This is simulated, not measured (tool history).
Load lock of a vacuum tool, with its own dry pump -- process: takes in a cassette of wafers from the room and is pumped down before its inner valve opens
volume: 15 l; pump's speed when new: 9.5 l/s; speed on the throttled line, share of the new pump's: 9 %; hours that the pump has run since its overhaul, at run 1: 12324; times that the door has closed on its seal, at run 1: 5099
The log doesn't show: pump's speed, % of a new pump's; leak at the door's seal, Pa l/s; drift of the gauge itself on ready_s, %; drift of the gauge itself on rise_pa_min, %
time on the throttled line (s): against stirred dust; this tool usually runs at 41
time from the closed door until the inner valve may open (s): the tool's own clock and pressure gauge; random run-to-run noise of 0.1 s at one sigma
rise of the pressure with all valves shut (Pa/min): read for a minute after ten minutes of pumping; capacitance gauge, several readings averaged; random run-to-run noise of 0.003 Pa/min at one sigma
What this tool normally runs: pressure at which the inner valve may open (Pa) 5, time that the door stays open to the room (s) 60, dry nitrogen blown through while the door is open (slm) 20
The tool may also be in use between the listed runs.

run,day,time on the throttled line (s),pressure at which the inner valve may open (Pa),time that the door stays open to the room (s),dry nitrogen blown through while the door is open (slm),hours that the pump has run since its overhaul,times that the door has closed on its seal,"incoming humidity of the room's air, %",time from the closed door until the inner valve may open (s),rise of the pressure with all valves shut (Pa/min)
1,0,41,5,60,20,12324,5099,43.4,54.8,0.064
2,3.829,38,5,60,20,12416,5290,44.8,52.5,0.066
3,7.812,38,5,60,20,12512,5489,40.7,52.2,0.065
4,11.575,36,5,60,20,12602,5677,44.6,50.6,0.067
5,16.625,36,5,60,20,12723,5930,41.9,50.4,0.074
6,22.488,36,5,60,20,12864,6222,45.9,50.7,0.068
7,26.946,36,5,60,20,12971,6445,43.2,50.6,0.075
8,31.467,41,5,81,20,13079,6671,45,55.1,0.082
9,34.029,41,5,81,20,13141,6799,46.5,55.1,0.084
# day 40.321: dry pump taken out, an overhauled one fitted
10,40.538,41,5,60,20,5,7112,45.6,53.3,0.081
11,43.833,41,5,60,20,84,7276,45.1,53.1,0.079
12,47.212,41,5,60,6,165,7445,45.9,53.1,0.103
13,49.746,41,5,60,20,226,7572,45.9,53.1,0.078
14,52.533,34,5,60,20,293,7711,44.4,46.9,0.077
15,56.133,34,5,60,20,379,7891,42.6,47,0.082
16,61.129,34,5,60,20,499,8141,48.4,47,0.087
17,66.354,34,5,60,20,625,8402,45.2,46.8,0.086
18,69.167,34,5,60,20,692,8542,45.1,47,0.091
19,73.875,41,5,28,20,805,8778,41.8,53.3,0.073
20,77.342,25,5,39,6,888,8951,48.7,38.7,0.103
21,82.975,25,5,39,6,1024,9232,41.6,38.9,0.101
22,87.479,41,7,60,26,1132,9457,45.7,52.8,0.096
23,93.762,41,10,114,6,1283,9771,44.4,52.3,0.149
24,97.512,41,10,114,6,1373,9959,48,52.2,0.155
25,101.7,41,5,60,7,1473,10168,43.8,53.4,0.126
26,104.304,41,10,146,20,1536,10298,43.7,52.5,0.134
27,109.188,32,4,146,6,1653,10542,44,45.9,0.172
28,114.788,32,4,146,6,1787,10822,40.9,45.7,0.168
29,118.171,32,4,146,6,1868,10991,43.4,45.6,0.171
30,124.408,41,5,80,9,2018,11302,48.2,53.5,0.139
31,128.979,42,5,80,30,2128,11531,44.5,54.3,0.116
32,133.204,41,8,60,9,2229,11742,44.4,52.9,0.13
33,137.546,53,6,115,7,2333,11959,40.9,64,0.152
34,141.467,27,5,190,7,2427,12155,41.3,40.8,0.194
35,144.012,27,5,190,7,2489,12282,47.3,40.9,0.205
36,149.746,27,5,190,7,2626,12568,43.4,40.9,0.199
37,153.804,27,8,132,29,2724,12771,45.9,40.2,0.138
38,158.338,23,5,102,38,2832,12998,43,37.2,0.121

Alternative continuations, all from the tool just after run 38; predict every row:
A,162.988,38,5,102,38,2944,13230,46.8,?,?
B,162.988,41,5,148,20,2944,13230,43,?,?
C,162.988,41,10,60,20,2944,13230,45.3,?,?

run,time from the closed door until the inner valve may open (s),rise of the pressure with all valves shut (Pa/min)
A,50.9,0.127
B,53.6,0.157
C,52.4,0.131
The same runs, with their run-to-run variation unchanged, on a tool lacking any hidden condition would have given:
run,time from the closed door until the inner valve may open (s),rise of the pressure with all valves shut (Pa/min)
A,50.2,0.037
B,53,0.067
C,51.8,0.04

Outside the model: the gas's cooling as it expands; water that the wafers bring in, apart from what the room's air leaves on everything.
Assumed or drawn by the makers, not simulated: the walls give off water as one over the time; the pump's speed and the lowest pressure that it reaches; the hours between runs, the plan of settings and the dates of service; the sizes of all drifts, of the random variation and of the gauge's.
